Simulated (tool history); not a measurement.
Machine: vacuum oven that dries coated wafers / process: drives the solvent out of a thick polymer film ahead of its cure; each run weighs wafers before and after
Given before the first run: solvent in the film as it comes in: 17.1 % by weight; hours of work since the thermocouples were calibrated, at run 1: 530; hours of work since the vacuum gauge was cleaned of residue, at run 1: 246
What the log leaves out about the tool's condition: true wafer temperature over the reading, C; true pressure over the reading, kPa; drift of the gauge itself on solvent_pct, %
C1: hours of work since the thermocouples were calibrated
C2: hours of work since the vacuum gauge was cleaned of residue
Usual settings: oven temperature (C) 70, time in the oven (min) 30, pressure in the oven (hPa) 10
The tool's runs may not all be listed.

run 1 hour=0 | oven_temperature_(C)=70 time_in_the_oven_(min)=30 pressure_in_the_oven_(hPa)=10 | C1=530 C2=246 | solvent_left_in_the_film_(%)=1.08
run 2 hour=45.8 | oven_temperature_(C)=70 time_in_the_oven_(min)=30 pressure_in_the_oven_(hPa)=10 | C1=556 C2=272 | solvent_left_in_the_film_(%)=1.15
run 3 hour=106.5 | oven_temperature_(C)=70 time_in_the_oven_(min)=30 pressure_in_the_oven_(hPa)=10 | C1=590 C2=306 | solvent_left_in_the_film_(%)=1.13
run 4 hour=172.3 | oven_temperature_(C)=70 time_in_the_oven_(min)=30 pressure_in_the_oven_(hPa)=10 | C1=626 C2=342 | solvent_left_in_the_film_(%)=1.13
run 5 hour=216.2 | oven_temperature_(C)=70 time_in_the_oven_(min)=30 pressure_in_the_oven_(hPa)=10 | C1=651 C2=367 | solvent_left_in_the_film_(%)=1.12
run 6 hour=249 | oven_temperature_(C)=70 time_in_the_oven_(min)=50 pressure_in_the_oven_(hPa)=10 | C1=669 C2=385 | solvent_left_in_the_film_(%)=0.5
run 7 hour=290.3 | oven_temperature_(C)=70 time_in_the_oven_(min)=50 pressure_in_the_oven_(hPa)=10 | C1=692 C2=408 | solvent_left_in_the_film_(%)=0.46
run 8 hour=335.1 | oven_temperature_(C)=70 time_in_the_oven_(min)=50 pressure_in_the_oven_(hPa)=10 | C1=717 C2=433 | solvent_left_in_the_film_(%)=0.44
run 9 hour=382.6 | oven_temperature_(C)=70 time_in_the_oven_(min)=50 pressure_in_the_oven_(hPa)=10 | C1=744 C2=460 | solvent_left_in_the_film_(%)=0.49
run 10 hour=431.3 | oven_temperature_(C)=70 time_in_the_oven_(min)=49 pressure_in_the_oven_(hPa)=10 | C1=771 C2=487 | solvent_left_in_the_film_(%)=0.52
run 11 hour=458.5 | oven_temperature_(C)=70 time_in_the_oven_(min)=30 pressure_in_the_oven_(hPa)=10 | C1=786 C2=502 | solvent_left_in_the_film_(%)=1.06
run 12 hour=502.4 | oven_temperature_(C)=70 time_in_the_oven_(min)=30 pressure_in_the_oven_(hPa)=7 | C1=811 C2=527 | solvent_left_in_the_film_(%)=0.98
run 13 hour=565.9 | oven_temperature_(C)=70 time_in_the_oven_(min)=30 pressure_in_the_oven_(hPa)=7 | C1=846 C2=562 | solvent_left_in_the_film_(%)=0.98
run 14 hour=601.7 | oven_temperature_(C)=70 time_in_the_oven_(min)=30 pressure_in_the_oven_(hPa)=10 | C1=866 C2=582 | solvent_left_in_the_film_(%)=1.04
-- hour=649.5 oven's thermocouples calibrated
run 15 hour=661.7 | oven_temperature_(C)=64 time_in_the_oven_(min)=19 pressure_in_the_oven_(hPa)=10 | C1=7 C2=615 | solvent_left_in_the_film_(%)=4.96
run 16 hour=705 | oven_temperature_(C)=64 time_in_the_oven_(min)=21 pressure_in_the_oven_(hPa)=7 | C1=31 C2=639 | solvent_left_in_the_film_(%)=4.35
run 17 hour=738 | oven_temperature_(C)=64 time_in_the_oven_(min)=29 pressure_in_the_oven_(hPa)=39.5 | C1=49 C2=657 | solvent_left_in_the_film_(%)=4.21
run 18 hour=776.4 | oven_temperature_(C)=64 time_in_the_oven_(min)=29 pressure_in_the_oven_(hPa)=39.5 | C1=71 C2=679 | solvent_left_in_the_film_(%)=4.18
run 19 hour=807 | oven_temperature_(C)=61 time_in_the_oven_(min)=18 pressure_in_the_oven_(hPa)=13.2 | C1=88 C2=696 | solvent_left_in_the_film_(%)=6.48
run 20 hour=833.5 | oven_temperature_(C)=61 time_in_the_oven_(min)=18 pressure_in_the_oven_(hPa)=13.2 | C1=103 C2=711 | solvent_left_in_the_film_(%)=6.39
run 21 hour=877.5 | oven_temperature_(C)=70 time_in_the_oven_(min)=52 pressure_in_the_oven_(hPa)=12.8 | C1=127 C2=735 | solvent_left_in_the_film_(%)=0.63
run 22 hour=941.3 | oven_temperature_(C)=70 time_in_the_oven_(min)=52 pressure_in_the_oven_(hPa)=12.8 | C1=163 C2=771 | solvent_left_in_the_film_(%)=0.68
run 23 hour=969 | oven_temperature_(C)=65 time_in_the_oven_(min)=16 pressure_in_the_oven_(hPa)=20.8 | C1=178 C2=786 | solvent_left_in_the_film_(%)=5.75
run 24 hour=1031.8 | oven_temperature_(C)=76 time_in_the_oven_(min)=28 pressure_in_the_oven_(hPa)=7.6 | C1=213 C2=821 | solvent_left_in_the_film_(%)=0.51
run 25 hour=1079 | oven_temperature_(C)=56 time_in_the_oven_(min)=28 pressure_in_the_oven_(hPa)=18.7 | C1=240 C2=848 | solvent_left_in_the_film_(%)=6.61
run 26 hour=1115.3 | oven_temperature_(C)=75 time_in_the_oven_(min)=22 pressure_in_the_oven_(hPa)=18.7 | C1=260 C2=868 | solvent_left_in_the_film_(%)=1.33
run 27 hour=1160.7 | oven_temperature_(C)=64 time_in_the_oven_(min)=22 pressure_in_the_oven_(hPa)=10.1 | C1=285 C2=893 | solvent_left_in_the_film_(%)=4.1
run 28 hour=1209.8 | oven_temperature_(C)=81 time_in_the_oven_(min)=22 pressure_in_the_oven_(hPa)=10.1 | C1=313 C2=921 | solvent_left_in_the_film_(%)=0.47

What would each run have given without the hidden state, its run-to-run variation left as it was?
run=1 solvent_left_in_the_film_(%)=1.28
run=2 solvent_left_in_the_film_(%)=1.35
run=3 solvent_left_in_the_film_(%)=1.35
run=4 solvent_left_in_the_film_(%)=1.35
run=5 solvent_left_in_the_film_(%)=1.35
run=6 solvent_left_in_the_film_(%)=0.55
run=7 solvent_left_in_the_film_(%)=0.52
run=8 solvent_left_in_the_film_(%)=0.5
run=9 solvent_left_in_the_film_(%)=0.54
run=10 solvent_left_in_the_film_(%)=0.58
run=11 solvent_left_in_the_film_(%)=1.31
run=12 solvent_left_in_the_film_(%)=1.23
run=13 solvent_left_in_the_film_(%)=1.23
run=14 solvent_left_in_the_film_(%)=1.3
run=15 solvent_left_in_the_film_(%)=5.01
run=16 solvent_left_in_the_film_(%)=4.4
run=17 solvent_left_in_the_film_(%)=4.26
run=18 solvent_left_in_the_film_(%)=4.24
run=19 solvent_left_in_the_film_(%)=6.57
run=20 solvent_left_in_the_film_(%)=6.49
run=21 solvent_left_in_the_film_(%)=0.6
run=22 solvent_left_in_the_film_(%)=0.65
run=23 solvent_left_in_the_film_(%)=5.89
run=24 solvent_left_in_the_film_(%)=0.51
run=25 solvent_left_in_the_film_(%)=6.76
run=26 solvent_left_in_the_film_(%)=1.38
run=27 solvent_left_in_the_film_(%)=4.27
run=28 solvent_left_in_the_film_(%)=0.47
